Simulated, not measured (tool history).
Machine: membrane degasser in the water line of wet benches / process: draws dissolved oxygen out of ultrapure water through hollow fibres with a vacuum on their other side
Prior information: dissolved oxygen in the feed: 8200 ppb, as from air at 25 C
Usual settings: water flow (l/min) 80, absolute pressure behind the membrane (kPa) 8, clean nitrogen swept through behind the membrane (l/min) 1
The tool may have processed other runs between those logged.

run    hour  water flow (l/min)  absolute pressure behind the membrane (kPa)  clean nitrogen swept through behind the membrane (l/min)  dissolved oxygen in the water behind the degasser (ppb)  pressure that the water loses in the fibres (kPa)
  1       0                  80                                            8                                                         1                                                    618.6                                              27.65
  2   274.1                  57                                            8                                                         1                                                    482.8                                               19.7
  3   456.6                  57                                            8                                                         1                                                      482                                              19.74
  4     764                  80                                            8                                                         1                                                    621.7                                              27.87
      925.9  -- seals of the vacuum lines changed
  5  1030.6                  80                                            8                                                         1                                                    627.2                                              27.78
  6  1318.7                  80                                            8                                                         1                                                    631.1                                              27.73
  7  1492.4                  80                                            8                                                         1                                                    632.1                                              27.78
  8    1648                  80                                            8                                                         1                                                    629.7                                              27.68
  9  1916.8                  80                                         6.24                                                         1                                                    417.4                                              27.78
 10  2100.5                  80                                         6.24                                                         1                                                      421                                              27.92
 11    2380                  80                                         6.24                                                         1                                                    418.9                                              28.03
 12  2554.7                  80                                         6.24                                                         1                                                    420.6                                              27.81
 13  2719.3                  80                                            8                                                         1                                                    638.8                                              28.04
 14  2969.5                  81                                            8                                                         1                                                    647.6                                              28.17
 15  3179.5                  81                                            8                                                         1                                                    643.1                                              28.31
 16  3388.1                  81                                            8                                                         1                                                    649.7                                              28.32
 17  3658.6                  81                                            8                                                         1                                                    647.6                                              28.42
 18  3963.1                  93                                         9.44                                                      0.46                                                   1344.7                                              32.54
 19    4155                  93                                         9.44                                                      0.46                                                   1342.8                                               32.7
 20    4287                  93                                         9.44                                                      0.46                                                   1334.8                                              32.52
 21  4526.2                  93                                         9.44                                                       1.3                                                    774.2                                              32.56
 22  4668.9                  54                                         8.15                                                      2.56                                                    238.4                                              18.93
 23  4811.2                  84                                            8                                                       1.6                                                    495.8                                              29.54
 24  4961.7                  84                                            8                                                       1.6                                                    496.6                                              29.41
 25  5138.2                  84                                            8                                                       1.6                                                    495.5                                              29.47
 26  5287.3                 100                                        10.08                                                       1.6                                                    789.6                                              35.17
 27  5591.2                 100                                        15.03                                                       1.6                                                   1253.3                                              35.15
 28  5877.8                  73                                            8                                                      2.96                                                    275.8                                              25.55
 29  6081.3                  73                                            8                                                      2.96                                                    277.6                                              25.79
 30  6332.6                  72                                         7.21                                                      1.28                                                      441                                              25.31
 31    6503                 112                                        16.27                                                      1.17                                                   1762.5                                              39.48
 32  6666.4                  52                                        10.41                                                      1.46                                                    522.8                                              18.35
     6798.2  -- vacuum gauge calibrated
 33    6851                  56                                        18.25                                                       1.2                                                   1202.9                                              19.67

Difference, measured minus no-hidden-state, one row per run. Run-to-run variation is common to both terms; the gauge's own scatter need not be:
The tool's hidden condition here consists of: membrane still open, %; true pressure behind the membrane over the reading, kPa; air that leaks in behind the membrane, l/min; drift of the gauge itself on oxygen_ppb, %; drift of the gauge itself on loss_of_pressure_kpa, %.
run  dissolved oxygen in the water behind the degasser (ppb)  pressure that the water loses in the fibres (kPa)
  1                                                     -2.2                                              +0.74
  2                                                     -1.2                                              +0.55
  3                                                     -0.3                                              +0.55
  4                                                     +2.2                                              +0.79
  5                                                     +5.8                                              +0.81
  6                                                     +7.6                                              +0.84
  7                                                     +8.6                                              +0.85
  8                                                     +9.4                                              +0.85
  9                                                    +11.7                                              +0.88
 10                                                    +12.8                                               +0.9
 11                                                    +14.4                                              +0.92
 12                                                    +15.5                                              +0.93
 13                                                    +15.8                                              +0.93
 14                                                    +17.6                                              +0.97
 15                                                    +18.6                                              +0.98
 16                                                    +19.8                                                 +1
 17                                                    +21.3                                              +1.01
 18                                                    +32.2                                              +1.19
 19                                                    +33.6                                              +1.21
 20                                                    +34.5                                              +1.22
 21                                                    +26.4                                              +1.24
 22                                                    +10.4                                              +0.73
 23                                                    +23.5                                              +1.15
 24                                                    +24.1                                              +1.16
 25                                                    +24.9                                              +1.17
 26                                                    +30.1                                              +1.41
 27                                                    +28.6                                              +1.43
 28                                                    +16.8                                              +1.06
 29                                                    +17.5                                              +1.09
 30                                                    +29.9                                              +1.09
 31                                                    +37.9                                              +1.71
 32                                                    +21.2                                               +0.8
 33                                                     +2.8                                              +0.87

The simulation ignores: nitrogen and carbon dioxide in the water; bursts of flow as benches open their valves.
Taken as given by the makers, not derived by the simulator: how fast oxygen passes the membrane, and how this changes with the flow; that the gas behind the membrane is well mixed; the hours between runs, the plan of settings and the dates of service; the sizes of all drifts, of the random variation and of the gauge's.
